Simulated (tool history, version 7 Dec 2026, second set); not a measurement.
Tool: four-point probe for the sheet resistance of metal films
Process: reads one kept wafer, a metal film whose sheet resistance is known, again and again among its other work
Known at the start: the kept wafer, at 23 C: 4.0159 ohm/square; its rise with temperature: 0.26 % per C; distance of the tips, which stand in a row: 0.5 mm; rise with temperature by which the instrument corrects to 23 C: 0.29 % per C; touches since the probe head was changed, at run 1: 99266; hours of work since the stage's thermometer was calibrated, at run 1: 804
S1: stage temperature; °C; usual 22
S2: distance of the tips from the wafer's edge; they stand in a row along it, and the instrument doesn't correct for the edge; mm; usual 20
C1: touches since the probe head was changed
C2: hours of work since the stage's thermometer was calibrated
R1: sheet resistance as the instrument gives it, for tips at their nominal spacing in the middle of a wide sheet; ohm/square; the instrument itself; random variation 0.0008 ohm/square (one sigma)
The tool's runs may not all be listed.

run	hour	S1	S2	C1	C2	R1
1	0	22	20	99266	804	4.005077
2	86.6	25	20	104455	862	4.000537
3	134.3	25	20	107315	894	3.999615
4	184	25	20	110292	927	3.999865
5	263.6	22	20	115065	980	4.003738
6	338.1	22	20	119526	1029	4.00404
7	398.2	22	20	123132	1070	4.001024
8	438.9	22	20	125571	1097	4.002132
9	504.7	22	31	129513	1140	4.000642
10	545.4	22	31	131951	1168	4.001131
11	618.3	22	31	136320	1216	4.000415
12	662.5	24	20	138970	1246	3.998617
13	735.1	24	20	143318	1294	3.997755
14	777.9	20	20	145887	1323	4.000396
15	827.6	20	35	148861	1356	4.000225
16	911.6	20	35	153897	1412	3.999083
17	985.6	20	35	158334	1461	3.998609
18	1036.1	20	35	161360	1495	3.998721
19	1115	20	35	166088	1547	3.997525
20	1191	20	35	170645	1598	3.995864
21	1272.6	27	16	175533	1652	3.989661
22	1332	27	16	179090	1692	3.988294
23	1383.9	21	5	182205	1726	4.014695
24	1461.3	18	16	186842	1778	3.998896
25	1533.7	18	16	191178	1826	3.998293
26	1609.9	26	69	195747	1877	3.986985
27	1683.6	27	27	200164	1926	3.98454
28	1762.6	27	27	204901	1979	3.984651
29	1803.6	22	4	207355	2006	4.022567
30	1872	19	5	211456	2052	4.013531
# hour 1886: new probe head fitted
31	1940.7	22	11	3278	2097	4.026638
32	1994.2	25	16	6484	2132	4.020264
33	2046.3	25	16	9609	2167	4.019871
34	2092.8	19	5	12394	2198	4.046177

The same runs without the tool's hidden state, with the same run-to-run variation:
The hidden state here: inner tips' distance over the nominal, %; tips' flats over new ones', %; wafer's true temperature over the reading, C; drift of the gauge itself on sheet_ohm, %.
run	R1
1	4.018515
2	4.014736
3	4.014144
4	4.014843
5	4.019317
6	4.020207
7	4.017644
8	4.019097
9	4.018107
10	4.018906
11	4.018791
12	4.017359
13	4.017066
14	4.020052
15	4.02033
16	4.019898
17	4.02004
18	4.02055
19	4.019973
20	4.018968
21	4.013458
22	4.012519
23	4.039371
24	4.024018
25	4.023954
26	4.013262
27	4.011438
28	4.012158
29	4.050572
30	4.041965
31	4.021577
32	4.015675
33	4.015679
34	4.042267

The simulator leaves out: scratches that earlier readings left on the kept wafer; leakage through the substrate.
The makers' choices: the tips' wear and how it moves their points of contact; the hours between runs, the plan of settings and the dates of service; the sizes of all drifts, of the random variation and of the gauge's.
